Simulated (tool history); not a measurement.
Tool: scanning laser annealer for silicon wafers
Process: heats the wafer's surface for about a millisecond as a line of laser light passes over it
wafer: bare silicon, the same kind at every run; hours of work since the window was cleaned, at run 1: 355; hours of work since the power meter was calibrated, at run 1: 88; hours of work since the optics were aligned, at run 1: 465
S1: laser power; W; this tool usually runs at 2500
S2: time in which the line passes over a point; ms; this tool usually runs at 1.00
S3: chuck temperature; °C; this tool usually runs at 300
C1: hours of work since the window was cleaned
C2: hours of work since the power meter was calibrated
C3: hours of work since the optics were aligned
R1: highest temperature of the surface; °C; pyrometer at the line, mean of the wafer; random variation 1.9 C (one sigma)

Run 1, hour 0.0: usual settings; C1 355; C2 88; C3 465. Result: R1 1073 °C.
Run 2, hour 21.2: usual settings but S3 293 °C; C1 371; C2 104; C3 481. Result: R1 1066 °C.
Run 3, hour 42.6: usual settings but S3 293 °C; C1 387; C2 120; C3 497. Result: R1 1063 °C.
Run 4, hour 53.5: usual settings but S3 293 °C; C1 395; C2 128; C3 505. Result: R1 1065 °C.
Run 5, hour 67.7: usual settings but S3 293 °C; C1 405; C2 139; C3 515. Result: R1 1059 °C.
Run 6, hour 85.2: usual settings but S3 293 °C; C1 418; C2 152; C3 528. Result: R1 1059 °C.
Run 7, hour 99.3: usual settings but S3 293 °C; C1 429; C2 162; C3 539. Result: R1 1063 °C.
Run 8, hour 121.9: usual settings but S3 293 °C; C1 445; C2 179; C3 555. Result: R1 1061 °C.
Run 9, hour 138.7: usual settings but S3 293 °C; C1 458; C2 191; C3 568. Result: R1 1058 °C.
Run 10, hour 154.2: usual settings but S3 293 °C; C1 469; C2 203; C3 579. Result: R1 1056 °C.
At hour 157.7: window over the wafer cleaned.
Run 11, hour 170.0: usual settings but S3 293 °C; C1 9; C2 213; C3 590. Result: R1 1080 °C.
Run 12, hour 187.0: usual settings but S3 293 °C; C1 22; C2 226; C3 602. Result: R1 1081 °C.
Run 13, hour 206.9: usual settings but S1 2532 W, S3 281 °C; C1 36; C2 240; C3 617. Result: R1 1082 °C.
Run 14, hour 230.7: usual settings but S1 2532 W, S2 0.97 ms, S3 281 °C; C1 54; C2 258; C3 635. Result: R1 1063 °C.
Run 15, hour 252.3: usual settings but S1 2664 W, S2 1.25 ms, S3 314 °C; C1 70; C2 274; C3 651. Result: R1 1287 °C.
Run 16, hour 270.6: usual settings but S1 2210 W, S2 1.22 ms, S3 297 °C; C1 84; C2 288; C3 664. Result: R1 1045 °C.
Run 17, hour 282.2: usual settings but S1 2210 W, S2 0.81 ms, S3 278 °C; C1 92; C2 296; C3 673. Result: R1 869 °C.
Run 18, hour 298.1: usual settings but S1 2728 W, S2 1.19 ms, S3 279 °C; C1 104; C2 308; C3 685. Result: R1 1243 °C.
Run 19, hour 312.9: usual settings but S1 2300 W, S2 1.22 ms, S3 334 °C; C1 115; C2 319; C3 696. Result: R1 1120 °C.
Run 20, hour 333.9: usual settings but S1 2438 W, S3 334 °C; C1 131; C2 335; C3 711. Result: R1 1089 °C.
Run 21, hour 349.5: usual settings but S2 0.97 ms, S3 331 °C; C1 142; C2 346; C3 723. Result: R1 1096 °C.
Run 22, hour 370.0: usual settings but S1 2422 W, S3 339 °C; C1 157; C2 361; C3 738. Result: R1 1083 °C.
Run 23, hour 381.0: usual settings but S1 2410 W; C1 166; C2 369; C3 746. Result: R1 1041 °C.
Run 24, hour 404.4: usual settings but S1 2537 W, S2 1.19 ms, S3 308 °C; C1 183; C2 387; C3 763. Result: R1 1178 °C.

3 ways to go on from here, each from the tool as it stands after run 24. What would each give?
Run A, hour 419.0: usual settings but S1 2149 W, S3 270 °C; C1 194; C2 398; C3 774. Result: R1 ?.
Run B, hour 419.0: usual settings but S1 2440 W, S2 1.24 ms, S3 287 °C; C1 194; C2 398; C3 774. Result: R1 ?.
Run C, hour 419.0: usual settings but S1 2550 W, S2 1.04 ms, S3 296 °C; C1 194; C2 398; C3 774. Result: R1 ?.

run    R1
  A   903
  B  1135
  C  1109
Had the tool no hidden state, the same runs would have come out as:
run    R1
  A   932
  B  1174
  C  1146

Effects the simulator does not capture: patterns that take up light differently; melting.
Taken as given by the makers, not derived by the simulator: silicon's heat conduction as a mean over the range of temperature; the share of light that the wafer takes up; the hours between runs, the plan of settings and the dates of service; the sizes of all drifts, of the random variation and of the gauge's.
